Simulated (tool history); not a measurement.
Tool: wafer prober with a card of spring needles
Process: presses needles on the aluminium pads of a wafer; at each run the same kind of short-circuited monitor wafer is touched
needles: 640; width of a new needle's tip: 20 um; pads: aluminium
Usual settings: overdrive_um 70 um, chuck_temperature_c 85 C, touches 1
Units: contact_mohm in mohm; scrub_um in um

Run 1, hour 0.0: usual settings. Result: contact_mohm 188 mohm, scrub_um 11.46 um.
Run 2, hour 10.1: usual settings. Result: contact_mohm 203 mohm, scrub_um 11.45 um.
Run 3, hour 17.6: usual settings but overdrive_um 76 um. Result: contact_mohm 142 mohm, scrub_um 12.47 um.
Run 4, hour 25.0: usual settings but overdrive_um 76 um. Result: contact_mohm 174 mohm, scrub_um 12.43 um.
Run 5, hour 35.6: usual settings. Result: contact_mohm 168 mohm, scrub_um 11.44 um.
Run 6, hour 44.7: usual settings. Result: contact_mohm 137 mohm, scrub_um 11.42 um.
Run 7, hour 54.7: usual settings. Result: contact_mohm 162 mohm, scrub_um 11.43 um.
Run 8, hour 64.6: usual settings but overdrive_um 71 um, chuck_temperature_c 36 C, touches 3. Result: contact_mohm 119 mohm, scrub_um 11.59 um.
Run 9, hour 70.4: usual settings but overdrive_um 71 um, chuck_temperature_c 36 C, touches 3. Result: contact_mohm 133 mohm, scrub_um 11.58 um.
Run 10, hour 79.8: usual settings but overdrive_um 52 um, chuck_temperature_c 39 C, touches 2. Result: contact_mohm 157 mohm, scrub_um 8.45 um.
Run 11, hour 84.8: usual settings but overdrive_um 80 um, chuck_temperature_c 40 C. Result: contact_mohm 166 mohm, scrub_um 13.06 um.
Run 12, hour 95.2: usual settings but overdrive_um 54 um, chuck_temperature_c 77 C. Result: contact_mohm 192 mohm, scrub_um 8.76 um.

Not shown: 8 entries that the log had between the listed runs. Between which runs, and how does the tool's hidden state differ before and after?
Between runs 1 and 2: tips cleaned on abrasive film (hour 2.2)
  debris on the tips, nm: 91.4 -> 110.4; way that the needles fall short of the set height, um: 0.23 -> 0.28; tips' diameter, um: 20.47 -> 20.68
  measured less the result without the state, contact_mohm: +69 -> +83 mohm; scrub_um: -0.04 -> -0.05 um
Between runs 2 and 3: tips cleaned on abrasive film (hour 15.7)
  debris on the tips, nm: 110.4 -> 33.2; way that the needles fall short of the set height, um: 0.28 -> 0.34; tips' diameter, um: 20.68 -> 20.7
  measured less the result without the state, contact_mohm: +83 -> +23 mohm; scrub_um: -0.05 -> -0.06 um
Between runs 4 and 5: tips cleaned on abrasive film (hour 29.4)
  debris on the tips, nm: 82.1 -> 64.9; way that the needles fall short of the set height, um: 0.34 -> 0.39; tips' diameter, um: 20.7 -> 20.71
  measured less the result without the state, contact_mohm: +54 -> +50 mohm; scrub_um: -0.06 -> -0.07 um
Between runs 5 and 6: tips cleaned on abrasive film (hour 43.3)
  debris on the tips, nm: 64.9 -> 25.4; way that the needles fall short of the set height, um: 0.39 -> 0.46; tips' diameter, um: 20.71 -> 20.74
  measured less the result without the state, contact_mohm: +50 -> +20 mohm; scrub_um: -0.07 -> -0.08 um
Between runs 6 and 7: tips cleaned on abrasive film, once more (hour 49.5)
  debris on the tips, nm: 25.4 -> 57.1; way that the needles fall short of the set height, um: 0.46 -> 0.5; tips' diameter, um: 20.74 -> 20.75
  measured less the result without the state, contact_mohm: +20 -> +44 mohm; scrub_um: -0.08 -> -0.08 um
Between runs 7 and 8: tips cleaned on abrasive film (hour 62.9)
  debris on the tips, nm: 57.1 -> 30; way that the needles fall short of the set height, um: 0.5 -> 0.57; tips' diameter, um: 20.75 -> 20.78
  measured less the result without the state, contact_mohm: +44 -> +9 mohm; scrub_um: -0.08 -> -0.09 um
Between runs 9 and 10: tips cleaned on abrasive film (hour 76.2)
  debris on the tips, nm: 74.3 -> 47.2; way that the needles fall short of the set height, um: 0.57 -> 0.63; tips' diameter, um: 20.78 -> 20.8
  measured less the result without the state, contact_mohm: +21 -> +40 mohm; scrub_um: -0.09 -> -0.10 um
Between runs 11 and 12: tips cleaned on abrasive film (hour 90.0)
  debris on the tips, nm: 76.6 -> 58.1; way that the needles fall short of the set height, um: 0.63 -> 0.69; tips' diameter, um: 20.8 -> 20.82
  measured less the result without the state, contact_mohm: +52 -> +72 mohm; scrub_um: -0.10 -> -0.11 um
